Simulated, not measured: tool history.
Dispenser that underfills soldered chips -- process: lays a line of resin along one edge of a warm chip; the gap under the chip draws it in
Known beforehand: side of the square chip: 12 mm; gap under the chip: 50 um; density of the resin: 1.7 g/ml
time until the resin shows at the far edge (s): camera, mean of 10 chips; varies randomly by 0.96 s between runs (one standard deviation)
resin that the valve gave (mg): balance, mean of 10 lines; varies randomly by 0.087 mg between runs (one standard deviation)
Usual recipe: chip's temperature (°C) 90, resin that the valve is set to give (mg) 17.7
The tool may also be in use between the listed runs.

run	day	chip's temperature (°C)	resin that the valve is set to give (mg)	time until the resin shows at the far edge (s)	resin that the valve gave (mg)
1	0	90	17.7	88.4	16.52
2	0.542	89	17.7	113.2	16.23
3	0.988	89	17.7	124.2	16.23
4	1.308	86	17.7	131.2	16.17
5	1.746	86	17.7	136.8	17.64
6	2.221	90	20.7	87.1	20.53
7	2.629	90	20.7	91.6	20.36
8	2.938	81	22	105.2	21.66
9	3.475	81	22	130.9	21.51
10	3.8	78	19.4	136.3	19.04

Not shown: 11 entries that the log had between the listed runs. Between which runs, and how does the tool's hidden state differ before and after?
In the gap between runs 1 and 2: new syringe of resin (day 0.317)
  resin's viscosity, % of fresh resin's: 104 -> 132; dose that the valve gives, % of what is set: 92.83 -> 92.13; true chip temperature over the reading, C: 3.36 -> 3.44
  measured result minus the result with no hidden state, time until the resin shows at the far edge (s): -3 -> +20.9; resin that the valve gave (mg): -1.27 -> -1.39
In the gap between runs 2 and 3: new syringe of resin (day 0.696)
  resin's viscosity, % of fresh resin's: 132 -> 143; dose that the valve gives, % of what is set: 92.13 -> 91.61; true chip temperature over the reading, C: 3.44 -> 3.51
  measured result minus the result with no hidden state, time until the resin shows at the far edge (s): +20.9 -> +30.8; resin that the valve gave (mg): -1.39 -> -1.49
In the gap between runs 3 and 4: new syringe of resin (day 1.05)
  resin's viscosity, % of fresh resin's: 143 -> 139.4; dose that the valve gives, % of what is set: 91.61 -> 91.19; true chip temperature over the reading, C: 3.51 -> 3.56
  measured result minus the result with no hidden state, time until the resin shows at the far edge (s): +30.8 -> +29.7; resin that the valve gave (mg): -1.49 -> -1.57
In the gap between runs 4 and 5: new syringe of resin (day 1.396); dispensing valve cleaned and set on the balance (day 1.688)
  resin's viscosity, % of fresh resin's: 139.4 -> 148.1; dose that the valve gives, % of what is set: 91.19 -> 99.78; true chip temperature over the reading, C: 3.56 -> 3.61
  measured result minus the result with no hidden state, time until the resin shows at the far edge (s): +29.7 -> +34.9; resin that the valve gave (mg): -1.57 -> -0.04
In the gap between runs 5 and 6: new syringe of resin (day 1.804); new syringe of resin (day 2.175)
  resin's viscosity, % of fresh resin's: 148.1 -> 107.4; dose that the valve gives, % of what is set: 99.78 -> 99.24; true chip temperature over the reading, C: 3.61 -> 3.68
  measured result minus the result with no hidden state, time until the resin shows at the far edge (s): +34.9 -> -2.3; resin that the valve gave (mg): -0.04 -> -0.16
In the gap between runs 6 and 7: new syringe of resin (day 2.55)
  resin's viscosity, % of fresh resin's: 107.4 -> 113.3; dose that the valve gives, % of what is set: 99.24 -> 98.74; true chip temperature over the reading, C: 3.68 -> 3.74
  measured result minus the result with no hidden state, time until the resin shows at the far edge (s): -2.3 -> +2.3; resin that the valve gave (mg): -0.16 -> -0.26
In the gap between runs 7 and 8: new syringe of resin (day 2.917)
  resin's viscosity, % of fresh resin's: 113.3 -> 101.7; dose that the valve gives, % of what is set: 98.74 -> 98.42; true chip temperature over the reading, C: 3.74 -> 3.78
  measured result minus the result with no hidden state, time until the resin shows at the far edge (s): +2.3 -> -9.7; resin that the valve gave (mg): -0.26 -> -0.34
In the gap between runs 8 and 9: new syringe of resin (day 3.271)
  resin's viscosity, % of fresh resin's: 101.7 -> 129; dose that the valve gives, % of what is set: 98.42 -> 97.74; true chip temperature over the reading, C: 3.78 -> 3.85
  measured result minus the result with no hidden state, time until the resin shows at the far edge (s): -9.7 -> +18; resin that the valve gave (mg): -0.34 -> -0.5
In the gap between runs 9 and 10: new syringe of resin (day 3.654)
  resin's viscosity, % of fresh resin's: 129 -> 122; dose that the valve gives, % of what is set: 97.74 -> 97.36; true chip temperature over the reading, C: 3.85 -> 3.9
  measured result minus the result with no hidden state, time until the resin shows at the far edge (s): +18 -> +11.9; resin that the valve gave (mg): -0.5 -> -0.52
